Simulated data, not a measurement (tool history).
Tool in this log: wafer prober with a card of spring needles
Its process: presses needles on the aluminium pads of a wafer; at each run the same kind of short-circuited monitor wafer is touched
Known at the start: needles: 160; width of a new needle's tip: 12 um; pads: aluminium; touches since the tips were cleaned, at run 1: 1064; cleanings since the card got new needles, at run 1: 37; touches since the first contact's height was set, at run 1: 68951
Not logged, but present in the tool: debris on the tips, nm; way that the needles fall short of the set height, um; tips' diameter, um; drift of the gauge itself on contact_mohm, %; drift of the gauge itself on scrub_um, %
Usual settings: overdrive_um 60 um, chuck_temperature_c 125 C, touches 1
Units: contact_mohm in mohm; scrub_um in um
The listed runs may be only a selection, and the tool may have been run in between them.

run	hour	overdrive_um	chuck_temperature_c	touches	touches since the tips were cleaned	cleanings since the card got new needles	touches since the first contact's height was set	contact_mohm	scrub_um
1	0	60	125	1	1064	37	68951	307	12.78
# hour 2.1: tips cleaned on abrasive film
# hour 6.3: tips cleaned on abrasive film
# hour 11.5: tips cleaned on abrasive film
# hour 15.7: tips cleaned on abrasive film
# hour 19.9: tips cleaned on abrasive film
# hour 25.1: tips cleaned on abrasive film
# hour 30.3: tips cleaned on abrasive film
# hour 35.5: tips cleaned on abrasive film
# hour 40.4: tips cleaned on abrasive film
2	40.4	60	125	1	0	46	84943	276	12.63
# hour 44.5: tips cleaned on abrasive film
# hour 48.7: tips cleaned on abrasive film
# hour 53.9: tips cleaned on abrasive film
# hour 58.1: tips cleaned on abrasive film
# hour 62.3: tips cleaned on abrasive film
# hour 66.5: tips cleaned on abrasive film
# hour 71.7: tips cleaned on abrasive film
# hour 76.9: tips cleaned on abrasive film
# hour 81.1: tips cleaned on abrasive film
# hour 85.3: tips cleaned on abrasive film
# hour 90.5: tips cleaned on abrasive film
# hour 95.7: tips cleaned on abrasive film
# hour 99.9: tips cleaned on abrasive film
3	101.9	60	125	1	823	59	109348	309	12.38
# hour 105: tips cleaned on abrasive film
# hour 109.2: tips cleaned on abrasive film
# hour 113.4: tips cleaned on abrasive film
# hour 117.6: tips cleaned on abrasive film
# hour 122.8: tips cleaned on abrasive film
# hour 127: tips cleaned on abrasive film
# hour 132.2: tips cleaned on abrasive film
# hour 137.4: tips cleaned on abrasive film
# hour 141.6: tips cleaned on abrasive film
4	144.5	60	125	1	1186	68	126255	308	12.24
# hour 146.6: tips cleaned on abrasive film
# hour 150: height of the first contact set anew
# hour 152.1: tips cleaned on abrasive film
# hour 156.3: tips cleaned on abrasive film
# hour 160.5: tips cleaned on abrasive film
# hour 165.7: tips cleaned on abrasive film
# hour 169.9: tips cleaned on abrasive film
5	173.5	60	125	2	1438	74	9298	300	13.73
# hour 174.6: tips cleaned on abrasive film
# hour 178.8: tips cleaned on abrasive film
# hour 182.9: tips cleaned on abrasive film
# hour 188.1: tips cleaned on abrasive film
# hour 193.3: tips cleaned on abrasive film
# hour 197.5: tips cleaned on abrasive film
# hour 201.7: tips cleaned on abrasive film
# hour 206.5: tips cleaned on abrasive film
6	206.5	60	125	2	0	82	22387	274	13.41
# hour 211.8: tips cleaned on abrasive film
# hour 215.9: tips cleaned on abrasive film
# hour 221.1: tips cleaned on abrasive film
# hour 225.3: tips cleaned on abrasive film
# hour 230.5: tips cleaned on abrasive film
7	233	60	64	1	1007	87	32909	298	13.3
# hour 235.2: tips cleaned on abrasive film
# hour 240.4: tips cleaned on abrasive film
# hour 245.6: tips cleaned on abrasive film
# hour 249.8: tips cleaned on abrasive film
# hour 253.9: tips cleaned on abrasive film
# hour 259.1: tips cleaned on abrasive film
# hour 264.3: tips cleaned on abrasive film
# hour 269.5: tips cleaned on abrasive film
8	271.5	48	125	1	806	95	48196	320	10.43
# hour 274.7: tips cleaned on abrasive film
# hour 279.9: tips cleaned on abrasive film
# hour 284.1: tips cleaned on abrasive film
# hour 288.3: tips cleaned on abrasive film
# hour 292.5: tips cleaned on abrasive film
# hour 296.6: tips cleaned on abrasive film
# hour 301.8: tips cleaned on abrasive film
# hour 306: tips cleaned on abrasive film
# hour 311.2: tips cleaned on abrasive film
# hour 315.4: tips cleaned on abrasive film
# hour 319.6: tips cleaned on abrasive film
# hour 323.8: tips cleaned on abrasive film
9	327.8	48	125	1	1613	107	70494	356	9.99
# hour 328.9: tips cleaned on abrasive film
# hour 333.1: tips cleaned on abrasive film
# hour 337.2: tips cleaned on abrasive film
# hour 342.4: tips cleaned on abrasive film
# hour 347.7: tips cleaned on abrasive film
# hour 352.9: tips cleaned on abrasive film
# hour 357: tips cleaned on abrasive film
# hour 361.2: tips cleaned on abrasive film
# hour 365.4: tips cleaned on abrasive film
# hour 370.6: tips cleaned on abrasive film
10	372.7	60	125	1	827	117	88282	313	12.69
# hour 375.8: tips cleaned on abrasive film
# hour 380: tips cleaned on abrasive film
# hour 385.2: tips cleaned on abrasive film
# hour 390.4: tips cleaned on abrasive film
# hour 394.6: tips cleaned on abrasive film
# hour 399.8: tips cleaned on abrasive film
# hour 405: tips cleaned on abrasive film
# hour 410.2: tips cleaned on abrasive film
# hour 415.4: tips cleaned on abrasive film
# hour 420.6: tips cleaned on abrasive film
11	421.1	60	125	1	191	127	107503	291	12.51
# hour 425.3: tips cleaned on abrasive film
# hour 429.4: tips cleaned on abrasive film
# hour 433.6: tips cleaned on abrasive film
# hour 437.8: tips cleaned on abrasive film
# hour 443: tips cleaned on abrasive film
# hour 448.2: tips cleaned on abrasive film
# hour 452.4: tips cleaned on abrasive film
# hour 457.6: tips cleaned on abrasive film
# hour 461.8: tips cleaned on abrasive film
# hour 466: tips cleaned on abrasive film
# hour 470.2: tips cleaned on abrasive film
12	470.9	51	125	3	311	138	127257	291	10.22
# hour 474.3: height of the first contact set anew
# hour 475.4: tips cleaned on abrasive film
# hour 479.6: tips cleaned on abrasive film
# hour 484.8: tips cleaned on abrasive film
# hour 490: tips cleaned on abrasive film
# hour 495.2: tips cleaned on abrasive film
# hour 500.4: tips cleaned on abrasive film
# hour 505.6: tips cleaned on abrasive film
13	509.5	60	125	2	1585	145	13997	308	13.62
# hour 510.6: tips cleaned on abrasive film
# hour 515.9: tips cleaned on abrasive film
# hour 520: tips cleaned on abrasive film
# hour 525.2: tips cleaned on abrasive film
# hour 529.4: tips cleaned on abrasive film
# hour 534.6: tips cleaned on abrasive film
# hour 538.8: tips cleaned on abrasive film
# hour 543: tips cleaned on abrasive film
# hour 548.2: tips cleaned on abrasive film
# hour 553.4: tips cleaned on abrasive film
# hour 557.6: tips cleaned on abrasive film
# hour 561.8: tips cleaned on abrasive film
14	562	60	125	2	80	157	34762	283	13.23
# hour 566.2: tips cleaned on abrasive film
# hour 570.3: tips cleaned on abrasive film
# hour 574.5: tips cleaned on abrasive film
# hour 579.7: tips cleaned on abrasive film
# hour 584.9: tips cleaned on abrasive film
# hour 590.1: tips cleaned on abrasive film
# hour 595.3: tips cleaned on abrasive film
# hour 600.5: tips cleaned on abrasive film
# hour 604.7: tips cleaned on abrasive film
# hour 608.9: tips cleaned on abrasive film
15	610.4	42	125	1	608	167	53990	351	8.97
# hour 613.6: tips cleaned on abrasive film
# hour 617.8: tips cleaned on abrasive film
# hour 621.9: tips cleaned on abrasive film
# hour 627.1: tips cleaned on abrasive film
# hour 632.4: tips cleaned on abrasive film
# hour 637.6: tips cleaned on abrasive film
# hour 642.8: tips cleaned on abrasive film
# hour 648: tips cleaned on abrasive film
# hour 652.1: tips cleaned on abrasive film
# hour 657.4: tips cleaned on abrasive film
# hour 662.6: tips cleaned on abrasive film
# hour 666.7: tips cleaned on abrasive film
16	667.6	60	47	1	354	179	76685	281	12.81
# hour 671.8: tips cleaned on abrasive film
# hour 677: tips cleaned on abrasive film
# hour 682.2: tips cleaned on abrasive film
# hour 686.4: tips cleaned on abrasive film
# hour 691.6: tips cleaned on abrasive film
# hour 695.8: tips cleaned on abrasive film
# hour 700: tips cleaned on abrasive film
# hour 705.2: tips cleaned on abrasive film
# hour 710.4: tips cleaned on abrasive film
# hour 715.6: tips cleaned on abrasive film
# hour 720.2: tips cleaned on abrasive film
17	720.2	50	47	3	0	190	97562	267	10.28
# hour 725.4: tips cleaned on abrasive film
# hour 729.6: tips cleaned on abrasive film
# hour 734.8: tips cleaned on abrasive film
# hour 739: tips cleaned on abrasive film
# hour 743.2: tips cleaned on abrasive film
# hour 747.4: tips cleaned on abrasive film
# hour 751.6: tips cleaned on abrasive film
# hour 756.8: tips cleaned on abrasive film
# hour 760.9: tips cleaned on abrasive film
# hour 765.1: tips cleaned on abrasive film
18	768	50	37	2	1176	200	116527	316	10.1
# hour 770.2: tips cleaned on abrasive film
# hour 774.4: tips cleaned on abrasive film
# hour 778.5: tips cleaned on abrasive film
# hour 782.7: tips cleaned on abrasive film
# hour 786.9: tips cleaned on abrasive film
# hour 792.1: tips cleaned on abrasive film
# hour 796.3: tips cleaned on abrasive film
# hour 798.6: height of the first contact set anew
# hour 800.8: tips cleaned on abrasive film
# hour 805: tips cleaned on abrasive film
# hour 809.1: tips cleaned on abrasive film
# hour 814.3: tips cleaned on abrasive film
# hour 818.5: tips cleaned on abrasive film
19	822.4	50	37	2	1550	212	9410	319	11.43

Consider 4 possible next runs. They are alternatives, not a sequence: every one starts from the tool as it was left by run 19. What does each give?
# hour 823.5: tips cleaned on abrasive film
# hour 828.7: tips cleaned on abrasive film
# hour 833.9: tips cleaned on abrasive film
# hour 838.1: tips cleaned on abrasive film
# hour 843.3: tips cleaned on abrasive film
# hour 847.7: tips cleaned on abrasive film
A	847.7	60	83	1	0	218	19421	?	?
# hour 823.5: tips cleaned on abrasive film
# hour 828.7: tips cleaned on abrasive film
# hour 833.9: tips cleaned on abrasive film
# hour 838.1: tips cleaned on abrasive film
# hour 843.3: tips cleaned on abrasive film
# hour 847.7: tips cleaned on abrasive film
B	847.7	50	37	3	0	218	19421	?	?
# hour 823.5: tips cleaned on abrasive film
# hour 828.7: tips cleaned on abrasive film
# hour 833.9: tips cleaned on abrasive film
# hour 838.1: tips cleaned on abrasive film
# hour 843.3: tips cleaned on abrasive film
# hour 847.7: tips cleaned on abrasive film
C	847.7	71	36	3	0	218	19421	?	?
# hour 823.5: tips cleaned on abrasive film
# hour 828.7: tips cleaned on abrasive film
# hour 833.9: tips cleaned on abrasive film
# hour 838.1: tips cleaned on abrasive film
# hour 843.3: tips cleaned on abrasive film
# hour 847.7: tips cleaned on abrasive film
D	847.7	60	125	3	0	218	19421	?	?

run	contact_mohm	scrub_um
A	266	13.33
B	254	11.23
C	252	15.92
D	283	13.3
What these runs would have given with no unlogged condition in the tool:
run	contact_mohm	scrub_um
A	257	13.58
B	246	11.48
C	246	16.17
D	276	13.55
